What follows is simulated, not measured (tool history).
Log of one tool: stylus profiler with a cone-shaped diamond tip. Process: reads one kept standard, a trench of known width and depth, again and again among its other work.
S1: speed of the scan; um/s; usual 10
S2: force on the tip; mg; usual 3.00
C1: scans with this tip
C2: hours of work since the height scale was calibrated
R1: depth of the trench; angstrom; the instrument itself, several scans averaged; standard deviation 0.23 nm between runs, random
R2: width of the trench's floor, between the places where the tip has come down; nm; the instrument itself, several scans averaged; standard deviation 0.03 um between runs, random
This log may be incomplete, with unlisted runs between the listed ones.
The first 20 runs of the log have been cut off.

run     day  S1    S2     C1    C2       R1     R2
 21  39.621  16  3.00   8263   638  10117.1  96480
 22  42.304  16  3.00   8875   685  10117.6  96450
 23  43.575  16  3.00   9164   708  10114.8  96470
 24  45.038  14  4.68   9498   734  10158.5  96440
 25  46.392   6  3.43   9807   757  10124.2  96490
 26  48.167  12  1.49  10211   789  10074.1  96460
 27  50.850   2  3.49  10823   836  10126.8  96540
 28  52.183  21  1.01  11127   859  10058.6  96420
 29  53.396   3  7.56  11403   881  10216.7  96550
 30  54.583  16  4.93  11673   902  10159.9  96500
 31  57.329  11  1.01  12299   950  10056.6  96460
 32  59.217   8  1.85  12729   983  10085.3  96490
 33  61.417  18  3.67  13231  1022  10133.1  96460
 34  64.167  10  1.22  13857  1070  10061.0  96470
     65.375  -- height scale calibrated on a step standard
 35  65.975  10  1.22  14265    11  10063.5  96460
 36  68.488  10  1.22  14837    55  10063.3  96450
 37  70.196   2  8.44  15227    85  10232.5  96540
 38  71.704   7  3.00  15571   111  10113.9  96460
 39  74.146   5  1.14  16127   154  10061.7  96410
 40  75.371   5  1.14  16406   176  10058.7  96540

5 options for the next run, each taken on its own from the tool as it stands now. Forecast them:
  A  76.608   3  2.12  16688  198   ?   ?
  B  76.608  29  3.00  16688  198   ?   ?
  C  76.608   5  1.24  16688  198   ?   ?
  D  76.608  15  4.06  16688  198   ?   ?
  E  76.608  28  2.49  16688  198   ?   ?

run       R1     R2
  A  10091.1  96520
  B  10115.4  96450
  C  10060.4  96480
  D  10140.3  96470
  E  10101.5  96390
Stripped of hidden state, with their random variation kept, the same runs would have yielded:
run       R1     R2
  A  10091.2  96540
  B  10115.4  96470
  C  10060.5  96490
  D  10140.4  96490
  E  10101.6  96400
